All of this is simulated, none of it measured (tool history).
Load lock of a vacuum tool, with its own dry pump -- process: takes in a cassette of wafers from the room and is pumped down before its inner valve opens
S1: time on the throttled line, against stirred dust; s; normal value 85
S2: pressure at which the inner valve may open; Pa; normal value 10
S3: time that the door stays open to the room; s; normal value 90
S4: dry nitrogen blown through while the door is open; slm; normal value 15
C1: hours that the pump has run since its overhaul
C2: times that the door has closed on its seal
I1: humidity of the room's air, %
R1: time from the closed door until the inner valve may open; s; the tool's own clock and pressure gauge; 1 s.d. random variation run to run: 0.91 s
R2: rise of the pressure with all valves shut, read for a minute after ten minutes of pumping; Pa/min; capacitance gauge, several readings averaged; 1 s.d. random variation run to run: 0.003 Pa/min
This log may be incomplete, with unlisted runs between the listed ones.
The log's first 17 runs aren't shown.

run    hour   S1  S2   S3  S4     C1    C2    I1     R1     R2
 18    1163   46  10   90  15  11532  2100  45.7  118.8  0.025
 19  1255.2   46  10   90  15  11624  2259    43  117.7  0.023
 20  1306.4   46  10   90  15  11675  2348  45.5  118.2  0.025
 21  1399.6  154  10   90  11  11768  2509  47.7  212.3  0.033
 22  1441.3  137  12   71  15  11810  2581  46.5  192.7  0.024
 23  1530.7  139  10  134  39  11899  2735  47.9  199.2  0.028
 24  1621.4   58  10   90  15  11990  2892  45.2  129.2  0.029
 25  1718.5   97  10  122  15  12087  3060  48.9  163.3  0.035
 26  1797.3   97   9  122  15  12166  3196    45  163.7  0.027
 27  1869.7  139  10  111  36  12238  3322  46.1  201.3   0.02
 28  1918.5  133  10   90  41  12287  3406  46.4  192.8  0.013
 29  2009.8  133  11   90  13  12378  3564  46.7  190.6  0.035
 30  2056.1  142  12   90  15  12425  3644  42.7  200.8  0.027
 31  2109.9   87  10   90   4  12479  3737  48.5  154.7  0.033
 32    2164   87  10   90   4  12533  3830  42.3  154.7   0.04
 33  2259.9   72  10  190  42  12629  3996  42.4    142  0.028
 34  2336.5   52  10  190  20  12705  4129  46.4  123.4  0.039
 35  2393.8   52  10  190  20  12762  4228  46.8  125.1  0.042
 36  2451.9   52  10  190  20  12821  4328  43.3  125.5  0.034
 37  2493.8   61  14  176  38  12862  4401  44.6  129.3  0.025

Each row is a separate what-if for the run after 37, all from the same tool condition, not one after another. Results?
  A  2582.7  61  12  107   9  12951  4554  45.6   ?   ?
  B  2582.7  55  14   28   7  12951  4554  42.3   ?   ?
  C  2582.7  61  14   57  11  12951  4554    41   ?   ?
  D  2582.7  54  16  195  38  12951  4554  42.2   ?   ?

run     R1     R2
  A  130.4  0.036
  B  125.2  0.016
  C  128.4  0.026
  D  120.4  0.029
Without the tool's unlogged condition, the same runs would have read:
run     R1     R2
  A  120.1  0.029
  B    115  0.009
  C  118.4  0.019
  D  110.5  0.021
